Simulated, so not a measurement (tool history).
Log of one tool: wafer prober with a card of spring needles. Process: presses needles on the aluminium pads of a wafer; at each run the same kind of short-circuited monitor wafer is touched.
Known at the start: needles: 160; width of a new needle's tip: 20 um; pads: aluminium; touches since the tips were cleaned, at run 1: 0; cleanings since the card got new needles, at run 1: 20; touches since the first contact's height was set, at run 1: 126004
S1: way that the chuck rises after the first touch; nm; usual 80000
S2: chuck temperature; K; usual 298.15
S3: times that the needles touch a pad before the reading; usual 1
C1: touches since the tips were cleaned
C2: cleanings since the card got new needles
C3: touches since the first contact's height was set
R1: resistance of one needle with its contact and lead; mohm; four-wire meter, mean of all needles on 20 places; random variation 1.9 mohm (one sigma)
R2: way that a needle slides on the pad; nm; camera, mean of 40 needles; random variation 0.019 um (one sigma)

| run | hour | S1 | S2 | S3 | C1 | C2 | C3 | R1 | R2 |
|---|---|---|---|---|---|---|---|---|---|
| 1 | 0.0 | 80000 | 298.15 | 1 | 0 | 20 | 126004 | 204 | 13780 |
| 2 | 8.2 | 80000 | 298.15 | 2 | 3924 | 20 | 129928 | 202 | 13800 |
|  | 12.3 | tips cleaned on abrasive film |
| 3 | 13.8 | 80000 | 298.15 | 2 | 742 | 21 | 132565 | 209 | 13820 |
| 4 | 19.9 | 80000 | 298.15 | 2 | 3636 | 21 | 135459 | 206 | 13810 |
|  | 24.5 | tips cleaned on abrasive film |
| 5 | 26.5 | 80000 | 298.15 | 2 | 961 | 22 | 138548 | 201 | 13790 |
|  | 27.6 | height of the first contact set anew |
| 6 | 34.8 | 80000 | 298.15 | 3 | 4824 | 22 | 3472 | 205 | 13830 |
|  | 37.5 | tips cleaned on abrasive film |
| 7 | 46.2 | 80000 | 298.15 | 3 | 4190 | 23 | 8866 | 210 | 13800 |
|  | 49.9 | tips cleaned on abrasive film |
| 8 | 55.6 | 80000 | 343.15 | 3 | 2694 | 24 | 13274 | 218 | 13800 |
|  | 62.0 | tips cleaned on abrasive film |
| 9 | 64.1 | 80000 | 343.15 | 3 | 1016 | 25 | 17302 | 214 | 13830 |
| 10 | 70.6 | 80000 | 343.15 | 3 | 4140 | 25 | 20426 | 220 | 13820 |
|  | 74.2 | tips cleaned on abrasive film |
| 11 | 75.5 | 80000 | 343.15 | 3 | 599 | 26 | 22688 | 219 | 13840 |
| 12 | 82.6 | 80000 | 343.15 | 3 | 4019 | 26 | 26108 | 217 | 13800 |
|  | 86.7 | tips cleaned on abrasive film |
| 13 | 92.2 | 80000 | 343.15 | 3 | 2597 | 27 | 30613 | 214 | 13810 |
|  | 99.1 | tips cleaned on abrasive film |
| 14 | 99.5 | 80000 | 373.15 | 1 | 193 | 28 | 34045 | 223 | 13810 |
| 15 | 107.5 | 68000 | 373.15 | 1 | 4043 | 28 | 37895 | 227 | 11730 |
|  | 111.6 | tips cleaned on abrasive film |
| 16 | 112.9 | 98000 | 298.15 | 1 | 616 | 29 | 40434 | 202 | 16960 |
| 17 | 122.5 | 80000 | 299.15 | 1 | 5174 | 29 | 44992 | 206 | 13830 |
|  | 124.0 | tips cleaned on abrasive film |
| 18 | 127.5 | 80000 | 384.15 | 2 | 1670 | 30 | 47333 | 231 | 13810 |
| 19 | 134.3 | 85000 | 301.15 | 1 | 4935 | 30 | 50598 | 208 | 14700 |
|  | 136.6 | tips cleaned on abrasive film |
| 20 | 144.7 | 85000 | 301.15 | 1 | 3893 | 31 | 55515 | 206 | 14690 |
|  | 149.0 | tips cleaned on abrasive film |
| 21 | 154.2 | 63000 | 298.15 | 3 | 2485 | 32 | 60012 | 212 | 10890 |
|  | 161.7 | tips cleaned on abrasive film |
| 22 | 164.3 | 63000 | 298.15 | 3 | 1229 | 33 | 64762 | 210 | 10910 |
|  | 174.4 | tips cleaned on abrasive film |
| 23 | 174.8 | 63000 | 298.15 | 3 | 185 | 34 | 69739 | 210 | 10890 |
| 24 | 184.3 | 63000 | 356.15 | 2 | 4746 | 34 | 74300 | 225 | 10890 |
|  | 186.8 | tips cleaned on abrasive film |
| 25 | 194.9 | 90000 | 354.15 | 2 | 3874 | 35 | 79317 | 215 | 15530 |
|  | 199.3 | tips cleaned on abrasive film |
| 26 | 199.8 | 99000 | 385.15 | 1 | 240 | 36 | 81572 | 221 | 17110 |
| 27 | 208.8 | 63000 | 379.15 | 1 | 4570 | 36 | 85902 | 232 | 10870 |
|  | 211.7 | tips cleaned on abrasive film |
| 28 | 216.7 | 63000 | 379.15 | 1 | 2387 | 37 | 89616 | 232 | 10870 |
|  | 224.1 | tips cleaned on abrasive film |
| 29 | 226.3 | 85000 | 300.15 | 2 | 1081 | 38 | 94173 | 207 | 14700 |
| 30 | 232.5 | 60000 | 329.15 | 2 | 4022 | 38 | 97114 | 216 | 10380 |
|  | 236.7 | tips cleaned on abrasive film |
| 31 | 241.5 | 64000 | 358.15 | 2 | 2294 | 39 | 101380 | 224 | 11060 |
| 32 | 246.4 | 64000 | 397.15 | 2 | 4618 | 39 | 103704 | 234 | 11070 |
|  | 249.8 | tips cleaned on abrasive film |
| 33 | 257.6 | 80000 | 298.15 | 2 | 3740 | 40 | 109001 | 206 | 13840 |
|  | 262.6 | tips cleaned on abrasive film |
| 34 | 268.7 | 61000 | 298.15 | 2 | 2888 | 41 | 114241 | 211 | 10560 |

Forecast each of these 4 alternatives for the next run:
|  | 275.0 | tips cleaned on abrasive film |
| A | 275.0 | 93000 | 311.15 | 3 | 0 | 42 | 117219 | ? | ? |
|  | 275.0 | tips cleaned on abrasive film |
| B | 275.0 | 68000 | 298.15 | 2 | 0 | 42 | 117219 | ? | ? |
|  | 275.0 | tips cleaned on abrasive film |
| C | 275.0 | 80000 | 375.15 | 1 | 0 | 42 | 117219 | ? | ? |
|  | 275.0 | tips cleaned on abrasive film |
| D | 275.0 | 61000 | 329.15 | 2 | 0 | 42 | 117219 | ? | ? |

| run | R1 | R2 |
|---|---|---|
| A | 208 | 16100 |
| B | 207 | 11760 |
| C | 226 | 13850 |
| D | 220 | 10530 |
Without the tool's hidden state the same runs would have given:
| run | R1 | R2 |
|---|---|---|
| A | 208 | 16100 |
| B | 207 | 11760 |
| C | 226 | 13850 |
| D | 220 | 10530 |

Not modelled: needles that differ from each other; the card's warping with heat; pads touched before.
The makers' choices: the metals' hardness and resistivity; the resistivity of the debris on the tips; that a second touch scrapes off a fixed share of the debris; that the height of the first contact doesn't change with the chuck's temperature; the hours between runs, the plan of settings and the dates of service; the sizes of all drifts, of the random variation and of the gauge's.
